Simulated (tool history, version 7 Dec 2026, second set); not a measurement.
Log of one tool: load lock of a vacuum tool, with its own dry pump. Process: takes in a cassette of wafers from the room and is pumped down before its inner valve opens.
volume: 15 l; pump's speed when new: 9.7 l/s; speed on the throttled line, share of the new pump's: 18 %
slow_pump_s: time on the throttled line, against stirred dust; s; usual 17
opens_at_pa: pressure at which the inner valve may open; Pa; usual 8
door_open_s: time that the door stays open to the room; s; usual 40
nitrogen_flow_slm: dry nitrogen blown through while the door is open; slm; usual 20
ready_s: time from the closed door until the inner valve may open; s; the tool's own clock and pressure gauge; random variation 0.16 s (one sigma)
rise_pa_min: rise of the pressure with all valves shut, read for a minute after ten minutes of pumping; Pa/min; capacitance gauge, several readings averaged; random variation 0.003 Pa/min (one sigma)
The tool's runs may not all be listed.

run    hour  slow_pump_s  opens_at_pa  door_open_s  nitrogen_flow_slm  incoming humidity of the room's air, %  ready_s  rise_pa_min
  1     0.0           17            8           40                 20                                    42.6     28.4        0.145
  2    73.5           17            8           40                  8                                    42.6     28.6        0.164
  3   159.3           17            8           40                  8                                    45.6     28.7        0.166
  4   238.1           17            8           40                  8                                    47.5     28.8        0.167
  5   309.7           17            8           40                  8                                    44.4     28.8        0.167
  6   396.1           17            8           40                  8                                    43.2     29.1        0.167
  7   475.1           17            8           40                 20                                    43.5     28.5        0.156
  8   574.3           17            8           40                 20                                    50.3     28.7        0.161
  9   622.0            8            7          183                 22                                    52.2     21.7        0.262
 10   701.4            8            7          183                 22                                    46.0     21.5        0.247
 11   763.8           16           11          183                 22                                    45.9     27.4        0.244
 12   848.9           23            8           40                 20                                    47.7     33.7        0.157
 13   947.7           23            8           40                 20                                    51.0     33.9        0.165
 14  1039.7           17            7          148                  6                                    46.8     29.0        0.287
 15  1131.3           17            7          148                  6                                    47.6     29.0        0.297
 16  1226.8           17            7          148                  6                                    46.6     29.1        0.288

Some steps in rise_pa_min between neighbouring runs. How much of each would the tool show without its hidden state too (settings, what came in, random variation), and how much is left for the hidden state, with any gauge scatter that isn't in both results?
The hidden state here: pump's speed, % of a new pump's; leak at the door's seal, Pa l/s; drift of the gauge itself on ready_s, %; drift of the gauge itself on rise_pa_min, %.
Run 12 -> 13: no setting changed, nothing entered. rise_pa_min +0.008 Pa/min: hidden state +0.004, all else +0.004.
Run 13 -> 14: slow_pump_s 23 -> 17, opens_at_pa 8 -> 7, door_open_s 40 -> 148, nitrogen_flow_slm 20 -> 6. rise_pa_min +0.122 Pa/min: hidden state +0.001, all else +0.121.

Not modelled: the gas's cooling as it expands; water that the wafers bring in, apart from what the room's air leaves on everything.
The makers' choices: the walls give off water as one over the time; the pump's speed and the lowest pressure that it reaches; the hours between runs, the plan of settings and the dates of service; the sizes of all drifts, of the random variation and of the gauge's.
